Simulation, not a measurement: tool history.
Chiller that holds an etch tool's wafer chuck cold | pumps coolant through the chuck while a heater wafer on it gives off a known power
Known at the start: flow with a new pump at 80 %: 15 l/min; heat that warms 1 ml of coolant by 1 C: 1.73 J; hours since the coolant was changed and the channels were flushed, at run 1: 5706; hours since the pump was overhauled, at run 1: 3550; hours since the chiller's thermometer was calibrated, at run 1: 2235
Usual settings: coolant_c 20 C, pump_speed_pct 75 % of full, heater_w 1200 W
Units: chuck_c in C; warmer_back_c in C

run,day,coolant_c,pump_speed_pct,heater_w,hours since the coolant was changed and the channels were flushed,hours since the pump was overhauled,hours since the chiller's thermometer was calibrated,chuck_c,warmer_back_c
1,0.000,20,75,1200,5706,3550,2235,28.25,3.11
2,2.217,20,75,810,5759,3603,2288,25.65,2.11
3,4.750,20,75,1188,5820,3664,2349,28.23,3.14
4,6.842,20,75,1188,5870,3714,2399,28.23,3.12
5,9.621,20,75,1188,5937,3781,2466,28.33,3.09
6,12.133,20,75,1188,5997,3841,2526,28.40,3.15
7,14.675,20,75,1188,6058,3902,2587,28.19,3.10
8,18.754,20,75,1188,6156,4000,2685,28.22,3.13
9,22.758,20,75,1200,6252,4096,2781,28.44,3.18
10,26.071,20,75,1200,6332,4176,2861,28.40,3.17
11,28.088,20,75,1200,6380,4224,2909,28.55,3.19
12,31.175,20,75,1200,6454,4298,2983,28.48,3.17
13,33.304,20,75,1200,6505,4349,3035,28.44,3.20
14,37.492,11,75,1200,6606,4450,3135,19.44,3.17
15,40.329,11,75,1200,6674,4518,3203,19.43,3.20
16,44.071,11,75,1200,6764,4608,3293,19.53,3.20
17,46.488,11,75,1200,6822,4666,3351,19.53,3.20
18,49.962,20,76,900,6905,4749,3434,26.38,2.38
# day 50.350: chiller's thermometer calibrated
19,52.150,20,76,900,6957,4800,43,26.46,2.40
20,54.004,13,80,1200,7001,4845,88,21.24,2.98
21,57.250,18,80,982,7079,4923,166,24.75,2.45
22,60.300,18,80,982,7152,4996,239,24.71,2.45
# day 62.821: coolant changed, channels flushed
23,63.767,14,86,1274,23,5073,316,21.56,2.96
# day 66.338: chiller's thermometer calibrated, once more
24,66.925,30,99,648,98,5148,14,33.62,1.34
25,71.154,20,99,1626,199,5250,116,28.94,3.30
26,73.108,20,99,1626,246,5296,162,28.94,3.34
27,75.838,30,99,1626,311,5362,228,38.90,3.31

Run 28 comes next. What will it give?
28,79.233,23,94,633,393,5443,309,?,?

Run 28 gave chuck_c 26.62 C, warmer_back_c 1.31 C.
Without the tool's hidden state the same run would have given chuck_c 26.40 C, warmer_back_c 1.21 C.

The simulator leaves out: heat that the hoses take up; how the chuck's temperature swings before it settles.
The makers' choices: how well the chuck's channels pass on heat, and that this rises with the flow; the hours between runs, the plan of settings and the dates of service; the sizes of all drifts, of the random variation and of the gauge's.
